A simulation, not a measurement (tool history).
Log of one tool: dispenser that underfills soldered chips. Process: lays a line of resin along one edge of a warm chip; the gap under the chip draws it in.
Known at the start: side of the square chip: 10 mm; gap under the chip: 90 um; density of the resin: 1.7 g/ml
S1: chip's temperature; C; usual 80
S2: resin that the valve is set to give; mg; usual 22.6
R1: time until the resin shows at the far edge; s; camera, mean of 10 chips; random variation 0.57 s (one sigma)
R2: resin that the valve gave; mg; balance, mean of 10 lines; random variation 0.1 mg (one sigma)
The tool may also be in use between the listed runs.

run 1 hour=0.0 | S1=80 S2=22.6 | R1=63.7 R2=22.01
-- hour=3.4 new syringe of resin
-- hour=13.6 new syringe of resin
run 2 hour=13.6 | S1=80 S2=22.6 | R1=50.1 R2=21.70
run 3 hour=22.4 | S1=80 S2=22.6 | R1=70.0 R2=21.66
-- hour=23.9 new syringe of resin
run 4 hour=32.4 | S1=80 S2=19.5 | R1=69.9 R2=18.47
-- hour=34.8 new syringe of resin
run 5 hour=39.3 | S1=80 S2=19.5 | R1=61.0 R2=18.46
-- hour=45.2 new syringe of resin
run 6 hour=48.5 | S1=90 S2=22.6 | R1=42.0 R2=21.31
-- hour=56.2 new syringe of resin
run 7 hour=56.9 | S1=80 S2=22.6 | R1=51.8 R2=21.15
-- hour=66.2 new syringe of resin
run 8 hour=68.2 | S1=80 S2=22.6 | R1=55.3 R2=21.25
-- hour=76.9 new syringe of resin
run 9 hour=78.5 | S1=80 S2=27.9 | R1=53.1 R2=26.03
-- hour=87.3 new syringe of resin
run 10 hour=88.2 | S1=80 S2=27.9 | R1=50.7 R2=25.90
-- hour=95.9 dispensing valve cleaned and set on the balance
-- hour=98.7 new syringe of resin
run 11 hour=98.7 | S1=80 S2=27.9 | R1=49.7 R2=27.92
-- hour=109.6 new syringe of resin
run 12 hour=111.5 | S1=80 S2=27.9 | R1=54.5 R2=27.93
run 13 hour=117.9 | S1=80 S2=24.2 | R1=69.1 R2=24.09
-- hour=120.8 new syringe of resin
-- hour=131.1 new syringe of resin
run 14 hour=132.7 | S1=66 S2=22.6 | R1=85.2 R2=22.45
-- hour=141.8 new syringe of resin
run 15 hour=146.8 | S1=66 S2=22.6 | R1=96.0 R2=22.15
-- hour=153.0 new syringe of resin
run 16 hour=154.0 | S1=66 S2=22.6 | R1=81.3 R2=22.23
-- hour=164.0 new syringe of resin
run 17 hour=165.7 | S1=71 S2=23.1 | R1=72.1 R2=22.35
-- hour=174.6 new syringe of resin
run 18 hour=174.9 | S1=91 S2=28.7 | R1=35.9 R2=27.74
run 19 hour=181.4 | S1=91 S2=28.7 | R1=45.3 R2=27.50
-- hour=184.9 new syringe of resin
run 20 hour=193.9 | S1=91 S2=28.7 | R1=48.2 R2=27.48
-- hour=196.0 new syringe of resin
run 21 hour=200.6 | S1=91 S2=28.7 | R1=44.2 R2=27.51
-- hour=206.7 new syringe of resin
run 22 hour=208.3 | S1=87 S2=25.4 | R1=43.4 R2=24.07
-- hour=217.9 new syringe of resin
run 23 hour=223.5 | S1=80 S2=20.6 | R1=64.6 R2=19.50
-- hour=228.6 new syringe of resin
run 24 hour=232.1 | S1=80 S2=20.6 | R1=60.4 R2=19.33
-- hour=239.0 new syringe of resin
run 25 hour=239.1 | S1=88 S2=25.6 | R1=38.8 R2=23.78
-- hour=246.7 dispensing valve cleaned and set on the balance
-- hour=250.2 new syringe of resin
run 26 hour=255.4 | S1=68 S2=28.2 | R1=91.1 R2=28.15
-- hour=260.5 new syringe of resin
run 27 hour=265.3 | S1=68 S2=28.2 | R1=88.6 R2=27.90
-- hour=270.9 new syringe of resin
run 28 hour=271.7 | S1=77 S2=26.8 | R1=56.2 R2=26.48
run 29 hour=280.2 | S1=65 S2=20.3 | R1=116.1 R2=19.95
-- hour=281.4 new syringe of resin
-- hour=291.7 new syringe of resin
run 30 hour=294.4 | S1=84 S2=27.1 | R1=46.7 R2=26.23
-- hour=301.8 new syringe of resin
run 31 hour=304.6 | S1=66 S2=28.4 | R1=85.0 R2=27.63

Forecast each of these 5 alternatives for the next run:
-- hour=312.1 new syringe of resin
run A hour=313.1 | S1=73 S2=28.4 | R1=? R2=?
-- hour=312.1 new syringe of resin
run B hour=313.1 | S1=73 S2=25.5 | R1=? R2=?
-- hour=312.1 new syringe of resin
run C hour=313.1 | S1=81 S2=24.1 | R1=? R2=?
-- hour=312.1 new syringe of resin
run D hour=313.1 | S1=66 S2=22.8 | R1=? R2=?
-- hour=312.1 new syringe of resin
run E hour=313.1 | S1=71 S2=22.1 | R1=? R2=?

run=A R1=63.2 R2=27.58
run=B R1=64.7 R2=24.69
run=C R1=49.8 R2=23.47
run=D R1=83.6 R2=22.03
run=E R1=69.0 R2=21.40
Without the tool's hidden state the same runs would have given:
run=A R1=58.7 R2=28.49
run=B R1=60.0 R2=25.50
run=C R1=46.2 R2=24.24
run=D R1=77.1 R2=22.76
run=E R1=63.7 R2=22.10
